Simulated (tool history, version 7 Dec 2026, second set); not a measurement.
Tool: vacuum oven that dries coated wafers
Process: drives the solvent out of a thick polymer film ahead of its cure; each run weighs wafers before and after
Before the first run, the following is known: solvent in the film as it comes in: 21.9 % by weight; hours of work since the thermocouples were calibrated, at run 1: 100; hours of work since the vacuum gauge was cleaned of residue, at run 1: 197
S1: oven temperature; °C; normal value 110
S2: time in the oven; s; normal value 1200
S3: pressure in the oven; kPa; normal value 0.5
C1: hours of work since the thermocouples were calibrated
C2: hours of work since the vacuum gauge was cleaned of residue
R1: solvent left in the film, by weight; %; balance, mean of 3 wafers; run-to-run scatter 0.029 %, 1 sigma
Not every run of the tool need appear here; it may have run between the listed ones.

run     day   S1    S2     S3   C1   C2    R1
  1       0  110  1200    0.5  100  197  4.16
  2    0.65  110  1200    0.5  108  204  4.14
  3   1.175  110  1200    0.5  114  210  4.15
  4   1.862  110  1200    0.5  122  218  4.14
  5    2.75  110  1200    0.5  132  228  4.19
  6   3.704  110  1200    0.5  143  239   4.2
  7   4.496  110  1200    0.5  152  248  4.19
  8   5.508  110  1200    0.5  163  259  4.22
  9   6.567  110  1200    0.5  175  271  4.24
 10   7.433  110  1200    0.5  185  281  4.25
 11   8.225  110  1200    0.5  194  290  4.19
 12   9.208  110  1200    0.5  205  301  4.23
 13  10.308  110  1200    0.5  217  314  4.27
 14  11.421  110  1200    0.5  230  326   4.2
 15  12.421  110  1200   1.61  241  338  5.05
 16  13.454  110  1200  0.339  253  349  4.08
 17  14.242  110  1200    0.5  262  358  4.23
 18  15.283  110  1200    0.5  274  370  4.26
 19  16.354  108  1200    0.5  286  382  4.91
 20  17.242  108   660    0.5  296  392  8.64
 21    18.3  110  1200    0.5  308  404  4.28
 22  19.217  110  1200    0.5  319  415  4.23
 23  19.758  105  1200    0.5  325  421  5.84
 24   20.45  105  1200    0.5  333  429  5.88
 25      21  105  1200    0.5  339  435  5.89
 26  22.083  119  1200  0.294  351  447  1.91
 27  22.979  119  1200  0.294  361  457  1.95
 28  23.662  117   780   0.26  369  465  4.62
 29    24.3  110  1200  0.261  376  472  4.06
 30  24.925  110  1200  0.261  383  479  4.06
 31    25.5  118   720  1.058  390  486  5.28
 32  26.083  118   720  1.058  396  493  5.27
 33  26.804  124  1140   0.33  405  501   1.3
 34  27.675   96  1080  0.598  415  511  9.73
 35  28.454  110  1200  1.995  423  519  5.55
 36   29.25  114  1200    0.5  432  528  3.17
 37  29.879  114  1200    0.5  440  536  3.21
 38  30.992  111   720  0.727  452  548  7.37
 39  31.729  121  1200    0.5  461  557  1.72
 40  32.354  121  1200    0.5  468  564  1.73
 41  33.279  121  1200    0.5  478  574  1.73
 42  34.042  110  1200  1.077  487  583  4.77
 43  34.808  109  1200    0.5  495  592  4.66
 44  35.675  110  1020  1.078  505  601  5.79
 45  36.529  115  1560  0.302  515  611  1.73
 46  37.467  100   960  0.366  526  622  8.94
 47  38.267  125  2040  0.615  535  631  0.52

Branching from run 47: 3 alternative next runs. What would each branch give?
  A  39.208   99   720  0.949  545  641   ?
  B  39.208  110  1380  0.456  545  641   ?
  C  39.208  110  1680  1.274  545  641   ?

run     R1
  A  11.37
  B   3.55
  C   3.34
With no hidden state in the tool, these same runs would have given:
run     R1
  A  11.21
  B   3.38
  C   3.17

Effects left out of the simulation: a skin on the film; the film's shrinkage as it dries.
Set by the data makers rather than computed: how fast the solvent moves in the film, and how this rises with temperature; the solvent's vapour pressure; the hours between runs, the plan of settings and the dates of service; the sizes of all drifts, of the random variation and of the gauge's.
